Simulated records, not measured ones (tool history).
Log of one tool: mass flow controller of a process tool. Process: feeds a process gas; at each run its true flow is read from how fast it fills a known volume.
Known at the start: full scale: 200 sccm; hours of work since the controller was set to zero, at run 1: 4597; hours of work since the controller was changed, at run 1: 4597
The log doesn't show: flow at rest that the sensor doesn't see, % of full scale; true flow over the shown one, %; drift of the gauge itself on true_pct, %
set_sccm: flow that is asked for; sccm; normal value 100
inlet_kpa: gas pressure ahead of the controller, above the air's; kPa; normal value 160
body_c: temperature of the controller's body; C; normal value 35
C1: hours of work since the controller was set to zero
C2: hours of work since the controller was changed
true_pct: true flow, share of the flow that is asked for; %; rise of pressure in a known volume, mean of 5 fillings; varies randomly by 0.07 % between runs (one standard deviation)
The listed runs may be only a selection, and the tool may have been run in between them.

{"run": 1, "day": 0.0, "set_sccm": 100, "inlet_kpa": 160, "body_c": 35, "C1": 4597, "C2": 4597, "true_pct": 97.98}
{"run": 2, "day": 8.454, "set_sccm": 100, "inlet_kpa": 160, "body_c": 35, "C1": 4705, "C2": 4705, "true_pct": 97.98}
{"run": 3, "day": 16.929, "set_sccm": 100, "inlet_kpa": 160, "body_c": 35, "C1": 4814, "C2": 4814, "true_pct": 98.04}
{"run": 4, "day": 25.804, "set_sccm": 100, "inlet_kpa": 160, "body_c": 35, "C1": 4927, "C2": 4927, "true_pct": 98.16}
{"run": 5, "day": 34.642, "set_sccm": 100, "inlet_kpa": 160, "body_c": 35, "C1": 5040, "C2": 5040, "true_pct": 98.05}
{"run": 6, "day": 42.083, "set_sccm": 100, "inlet_kpa": 160, "body_c": 35, "C1": 5135, "C2": 5135, "true_pct": 98.27}
{"day": 42.538, "done": "controller's zero set anew"}
{"run": 7, "day": 46.688, "set_sccm": 100, "inlet_kpa": 160, "body_c": 35, "C1": 53, "C2": 5194, "true_pct": 98.27}
{"run": 8, "day": 52.254, "set_sccm": 100, "inlet_kpa": 160, "body_c": 35, "C1": 124, "C2": 5265, "true_pct": 98.3}
{"run": 9, "day": 60.025, "set_sccm": 100, "inlet_kpa": 160, "body_c": 35, "C1": 224, "C2": 5364, "true_pct": 98.35}
{"run": 10, "day": 65.05, "set_sccm": 100, "inlet_kpa": 160, "body_c": 35, "C1": 288, "C2": 5429, "true_pct": 98.22}
{"run": 11, "day": 71.567, "set_sccm": 100, "inlet_kpa": 160, "body_c": 35, "C1": 371, "C2": 5512, "true_pct": 98.28}
{"run": 12, "day": 80.083, "set_sccm": 100, "inlet_kpa": 160, "body_c": 36, "C1": 480, "C2": 5621, "true_pct": 98.27}
{"run": 13, "day": 90.275, "set_sccm": 100, "inlet_kpa": 160, "body_c": 36, "C1": 610, "C2": 5751, "true_pct": 98.46}
{"run": 14, "day": 98.508, "set_sccm": 22, "inlet_kpa": 160, "body_c": 35, "C1": 715, "C2": 5856, "true_pct": 97.03}
{"run": 15, "day": 103.204, "set_sccm": 26, "inlet_kpa": 160, "body_c": 35, "C1": 776, "C2": 5916, "true_pct": 97.19}
{"run": 16, "day": 113.333, "set_sccm": 26, "inlet_kpa": 160, "body_c": 35, "C1": 905, "C2": 6046, "true_pct": 97.38}
{"run": 17, "day": 117.533, "set_sccm": 26, "inlet_kpa": 160, "body_c": 35, "C1": 959, "C2": 6100, "true_pct": 97.28}
{"run": 18, "day": 124.567, "set_sccm": 26, "inlet_kpa": 160, "body_c": 35, "C1": 1049, "C2": 6189, "true_pct": 97.32}
{"run": 19, "day": 134.65, "set_sccm": 26, "inlet_kpa": 160, "body_c": 35, "C1": 1177, "C2": 6318, "true_pct": 97.42}
{"run": 20, "day": 143.062, "set_sccm": 100, "inlet_kpa": 160, "body_c": 35, "C1": 1285, "C2": 6426, "true_pct": 98.49}
{"day": 145.267, "done": "gauge calibrated"}
{"run": 21, "day": 151.45, "set_sccm": 100, "inlet_kpa": 160, "body_c": 35, "C1": 1392, "C2": 6533, "true_pct": 97.98}
{"run": 22, "day": 160.708, "set_sccm": 34, "inlet_kpa": 160, "body_c": 35, "C1": 1511, "C2": 6651, "true_pct": 96.95}
{"run": 23, "day": 170.5, "set_sccm": 34, "inlet_kpa": 160, "body_c": 35, "C1": 1636, "C2": 6777, "true_pct": 97.09}
{"run": 24, "day": 175.308, "set_sccm": 34, "inlet_kpa": 160, "body_c": 35, "C1": 1697, "C2": 6838, "true_pct": 97.04}
{"run": 25, "day": 182.446, "set_sccm": 47, "inlet_kpa": 187, "body_c": 38, "C1": 1789, "C2": 6929, "true_pct": 97.44}
{"run": 26, "day": 192.404, "set_sccm": 172, "inlet_kpa": 142, "body_c": 24, "C1": 1916, "C2": 7057, "true_pct": 99.38}
{"run": 27, "day": 198.292, "set_sccm": 172, "inlet_kpa": 142, "body_c": 24, "C1": 1991, "C2": 7132, "true_pct": 99.64}
{"run": 28, "day": 208.238, "set_sccm": 24, "inlet_kpa": 276, "body_c": 35, "C1": 2118, "C2": 7259, "true_pct": 97.59}
{"run": 29, "day": 217.612, "set_sccm": 24, "inlet_kpa": 276, "body_c": 36, "C1": 2238, "C2": 7379, "true_pct": 97.67}
{"run": 30, "day": 226.196, "set_sccm": 68, "inlet_kpa": 171, "body_c": 35, "C1": 2348, "C2": 7489, "true_pct": 97.88}
{"run": 31, "day": 236.071, "set_sccm": 68, "inlet_kpa": 209, "body_c": 21, "C1": 2474, "C2": 7615, "true_pct": 98.45}
{"run": 32, "day": 242.008, "set_sccm": 34, "inlet_kpa": 183, "body_c": 22, "C1": 2550, "C2": 7691, "true_pct": 97.79}
{"run": 33, "day": 247.508, "set_sccm": 100, "inlet_kpa": 224, "body_c": 25, "C1": 2620, "C2": 7761, "true_pct": 99.13}
{"run": 34, "day": 256.967, "set_sccm": 100, "inlet_kpa": 160, "body_c": 23, "C1": 2741, "C2": 7882, "true_pct": 98.88}
{"run": 35, "day": 261.767, "set_sccm": 48, "inlet_kpa": 169, "body_c": 27, "C1": 2802, "C2": 7943, "true_pct": 97.92}
{"run": 36, "day": 267.5, "set_sccm": 22, "inlet_kpa": 169, "body_c": 27, "C1": 2876, "C2": 8017, "true_pct": 97.58}
{"run": 37, "day": 271.883, "set_sccm": 100, "inlet_kpa": 160, "body_c": 22, "C1": 2932, "C2": 8073, "true_pct": 98.79}
{"run": 38, "day": 276.512, "set_sccm": 100, "inlet_kpa": 160, "body_c": 22, "C1": 2991, "C2": 8132, "true_pct": 98.89}
{"run": 39, "day": 280.717, "set_sccm": 100, "inlet_kpa": 160, "body_c": 22, "C1": 3045, "C2": 8186, "true_pct": 99.0}
{"run": 40, "day": 286.075, "set_sccm": 66, "inlet_kpa": 159, "body_c": 35, "C1": 3113, "C2": 8254, "true_pct": 98.04}
{"run": 41, "day": 292.354, "set_sccm": 37, "inlet_kpa": 224, "body_c": 35, "C1": 3193, "C2": 8334, "true_pct": 98.05}
{"day": 295.075, "done": "controller exchanged for a calibrated one"}
{"run": 42, "day": 302.846, "set_sccm": 57, "inlet_kpa": 229, "body_c": 22, "C1": 99, "C2": 99, "true_pct": 98.69}
{"run": 43, "day": 311.079, "set_sccm": 36, "inlet_kpa": 198, "body_c": 33, "C1": 205, "C2": 205, "true_pct": 97.98}
{"run": 44, "day": 316.942, "set_sccm": 36, "inlet_kpa": 198, "body_c": 33, "C1": 280, "C2": 280, "true_pct": 98.08}
{"run": 45, "day": 327.088, "set_sccm": 28, "inlet_kpa": 277, "body_c": 34, "C1": 409, "C2": 409, "true_pct": 98.33}
{"run": 46, "day": 336.129, "set_sccm": 89, "inlet_kpa": 160, "body_c": 28, "C1": 525, "C2": 525, "true_pct": 98.79}
{"run": 47, "day": 345.35, "set_sccm": 174, "inlet_kpa": 176, "body_c": 32, "C1": 643, "C2": 643, "true_pct": 100.27}
{"run": 48, "day": 353.154, "set_sccm": 169, "inlet_kpa": 251, "body_c": 21, "C1": 742, "C2": 742, "true_pct": 100.85}

Entry by entry between the runs, the difference in hidden state between the last listed run before and the first listed run after:
Runs 6 to 7: controller's zero set anew (day 42.538)
  flow at rest that the sensor doesn't see, % of full scale: 0.003 -> 0; drift of the gauge itself on true_pct, %: 0.19 -> 0.21
  measured less the result without the state, true_pct: +0.19 -> +0.20 %
Runs 20 to 21: gauge calibrated (day 145.267)
  drift of the gauge itself on true_pct, %: 0.66 -> 0.03
  measured less the result without the state, true_pct: +0.64 -> +0.02 %
Runs 41 to 42: controller exchanged for a calibrated one (day 295.075)
  flow at rest that the sensor doesn't see, % of full scale: 0.002 -> 0; true flow over the shown one, %: -0.01 -> 0; drift of the gauge itself on true_pct, %: 0.67 -> 0.72
  measured less the result without the state, true_pct: +0.66 -> +0.71 %

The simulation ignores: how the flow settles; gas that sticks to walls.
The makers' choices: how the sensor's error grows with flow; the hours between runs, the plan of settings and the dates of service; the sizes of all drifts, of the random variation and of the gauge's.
